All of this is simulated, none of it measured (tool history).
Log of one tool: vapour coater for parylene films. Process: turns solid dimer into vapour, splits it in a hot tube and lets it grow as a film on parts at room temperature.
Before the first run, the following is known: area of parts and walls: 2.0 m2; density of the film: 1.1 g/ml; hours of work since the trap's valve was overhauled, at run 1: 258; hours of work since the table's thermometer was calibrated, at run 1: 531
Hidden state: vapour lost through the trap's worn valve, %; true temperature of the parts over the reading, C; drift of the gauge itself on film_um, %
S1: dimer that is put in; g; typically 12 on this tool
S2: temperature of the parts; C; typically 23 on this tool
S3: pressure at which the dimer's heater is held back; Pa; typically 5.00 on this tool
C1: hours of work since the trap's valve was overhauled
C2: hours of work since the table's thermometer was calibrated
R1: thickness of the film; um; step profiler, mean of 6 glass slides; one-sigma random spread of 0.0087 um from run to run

Run 1, hour 0.0: usual settings; C1 258; C2 531. Result: R1 2.855 um.
Run 2, hour 34.2: usual settings; C1 274; C2 547. Result: R1 2.844 um.
Run 3, hour 61.6: usual settings; C1 287; C2 559. Result: R1 2.833 um.
Run 4, hour 91.6: usual settings; C1 300; C2 573. Result: R1 2.851 um.
Run 5, hour 121.3: usual settings; C1 314; C2 586. Result: R1 2.837 um.
Run 6, hour 153.2: usual settings but S3 4.21 Pa; C1 328; C2 601. Result: R1 2.882 um.
At hour 180.6: trap's valve overhauled.
Run 7, hour 181.3: usual settings but S3 2.89 Pa; C1 0; C2 612. Result: R1 2.987 um.
Run 8, hour 198.3: usual settings but S3 2.89 Pa; C1 8; C2 620. Result: R1 2.972 um.
Run 9, hour 214.7: usual settings; C1 16; C2 627. Result: R1 2.840 um.
Run 10, hour 243.0: usual settings but S3 6.89 Pa; C1 28; C2 640. Result: R1 2.755 um.
Run 11, hour 267.9: usual settings but S3 3.11 Pa; C1 40; C2 651. Result: R1 2.966 um.
Run 12, hour 290.6: usual settings but S3 3.11 Pa; C1 50; C2 662. Result: R1 2.949 um.
Run 13, hour 325.4: usual settings but S3 3.11 Pa; C1 66; C2 678. Result: R1 2.947 um.
Run 14, hour 342.3: usual settings but S3 3.11 Pa; C1 74; C2 685. Result: R1 2.946 um.
Run 15, hour 358.3: usual settings but S3 6.93 Pa; C1 81; C2 693. Result: R1 2.724 um.
Run 16, hour 393.7: usual settings but S1 6 g, S2 22 C, S3 3.87 Pa; C1 97; C2 709. Result: R1 1.479 um.
Run 17, hour 419.7: usual settings but S1 18 g, S2 18 C; C1 109; C2 721. Result: R1 4.811 um.
Run 18, hour 444.3: usual settings but S1 18 g, S2 18 C; C1 120; C2 732. Result: R1 4.796 um.

What does the tool deliver on the next run?
Run 19, hour 477.0: usual settings but S1 18 g, S2 18 C; C1 135; C2 747. Result: R1 ?.

Run 19 produced R1 4.807 um.
Minus the tool's unlogged condition, the same run would have read R1 4.881 um.
